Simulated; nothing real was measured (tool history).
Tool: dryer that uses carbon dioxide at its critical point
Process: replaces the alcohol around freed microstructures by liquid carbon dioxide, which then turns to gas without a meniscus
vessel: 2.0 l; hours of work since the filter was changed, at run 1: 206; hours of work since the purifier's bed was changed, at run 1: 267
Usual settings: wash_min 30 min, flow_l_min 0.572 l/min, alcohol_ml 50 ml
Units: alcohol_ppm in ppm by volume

run	hour	wash_min	flow_l_min	alcohol_ml	hours of work since the filter was changed	hours of work since the purifier's bed was changed	alcohol_ppm
1	0	30	0.572	50	206	267	53
2	13.3	19	0.572	50	214	275	346
3	22.9	19	0.572	50	219	281	348
4	32.8	30	0.466	50	225	286	131
5	38.9	30	0.572	111	229	290	82
6	48.5	30	0.572	111	234	295	85
7	62.7	30	0.572	111	242	304	94
8	74.4	30	0.572	111	249	310	96
9	82.5	30	0.572	111	254	315	90
10	91.2	30	0.572	111	259	320	104
11	98.6	30	0.358	111	263	324	789
12	106.9	30	0.358	111	268	329	786
13	119.2	20	0.575	55	275	336	324
14	132.7	27	0.672	92	283	344	75
15	147	27	0.372	92	291	352	852
16	156.4	30	0.628	50	297	358	59
17	164.6	30	0.762	102	301	363	46
18	175.9	36	0.435	102	308	369	142
19	188.4	36	0.435	102	315	376	135
20	197.3	19	0.639	72	320	382	323
21	208.9	28	0.572	50	327	388	89
22	222.3	28	0.572	50	335	396	92
23	231.7	41	0.572	50	340	401	44

Forecast each of these 3 alternatives for the next run:
A	238.5	33	0.572	39	344	405	?
B	238.5	19	0.572	84	344	405	?
C	238.5	41	0.512	26	344	405	?

run	alcohol_ppm
A	43
B	625
C	39
Without the tool's hidden state the same runs would have given:
run	alcohol_ppm
A	1
B	506
C	0
